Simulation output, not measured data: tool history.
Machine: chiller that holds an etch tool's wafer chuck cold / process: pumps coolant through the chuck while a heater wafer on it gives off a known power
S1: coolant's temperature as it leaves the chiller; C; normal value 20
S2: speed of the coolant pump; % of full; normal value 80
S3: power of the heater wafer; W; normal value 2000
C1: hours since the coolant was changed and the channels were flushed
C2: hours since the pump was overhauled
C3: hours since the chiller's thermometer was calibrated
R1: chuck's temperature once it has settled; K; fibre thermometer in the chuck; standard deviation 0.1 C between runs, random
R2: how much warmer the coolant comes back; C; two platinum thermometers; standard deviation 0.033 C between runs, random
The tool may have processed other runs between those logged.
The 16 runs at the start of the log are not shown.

Run 17, hour 1560.1: usual settings but S1 19 C, S3 1550 W; C1 1642; C2 326; C3 1555. Result: R1 312.15 K, R2 4.65 C.
Run 18, hour 1680.4: usual settings but S1 15 C, S2 61 % of full, S3 1129 W; C1 1762; C2 446; C3 1675. Result: R1 305.15 K, R2 4.52 C.
Run 19, hour 1781.9: usual settings but S1 15 C, S2 61 % of full, S3 1129 W; C1 1863; C2 548; C3 1777. Result: R1 305.25 K, R2 4.62 C.
Run 20, hour 1876.5: usual settings but S1 11 C, S2 61 % of full, S3 1274 W; C1 1958; C2 642; C3 1872. Result: R1 303.35 K, R2 5.19 C.
Run 21, hour 1993.6: usual settings but S1 11 C, S2 89 % of full, S3 1274 W; C1 2075; C2 759; C3 1989. Result: R1 299.85 K, R2 3.49 C.
At hour 2071.6: coolant pump overhauled, once more.
Run 22, hour 2071.6: usual settings but S1 28 C, S2 91 % of full; C1 2148; C2 0; C3 2062. Result: R1 322.65 K, R2 3.99 C.
Run 23, hour 2181.0: usual settings but S1 28 C, S2 61 % of full; C1 2258; C2 109; C3 2171. Result: R1 327.75 K, R2 6.15 C.
Run 24, hour 2314.4: usual settings but S1 28 C, S2 61 % of full; C1 2391; C2 243; C3 2304. Result: R1 328.05 K, R2 6.10 C.
Run 25, hour 2449.7: usual settings but S1 10 C, S2 63 % of full; C1 2526; C2 378; C3 2440. Result: R1 309.75 K, R2 5.93 C.
Run 26, hour 2543.6: usual settings but S1 19 C, S2 66 % of full; C1 2620; C2 472; C3 2534. Result: R1 318.35 K, R2 5.64 C.
Run 27, hour 2626.9: usual settings but S1 19 C, S2 66 % of full; C1 2703; C2 555; C3 2617. Result: R1 318.35 K, R2 5.78 C.
Run 28, hour 2766.0: usual settings but S1 26 C, S2 90 % of full, S3 1339 W; C1 2842; C2 694; C3 2756. Result: R1 314.15 K, R2 2.76 C.
Run 29, hour 2823.9: usual settings but S1 23 C, S2 66 % of full, S3 2841 W; C1 2900; C2 752; C3 2814. Result: R1 333.75 K, R2 8.19 C.

For run 30, what comes out?
Run 30, hour 2882.1: usual settings but S1 27 C, S2 77 % of full, S3 1188 W; C1 2959; C2 810; C3 2872. Result: R1 ?, R2 ?.

{"run 30": {"R1": 314.45, "R2": 2.95}}
Without the tool's hidden state the same run would have given R1 313.05 K, R2 2.89 C.

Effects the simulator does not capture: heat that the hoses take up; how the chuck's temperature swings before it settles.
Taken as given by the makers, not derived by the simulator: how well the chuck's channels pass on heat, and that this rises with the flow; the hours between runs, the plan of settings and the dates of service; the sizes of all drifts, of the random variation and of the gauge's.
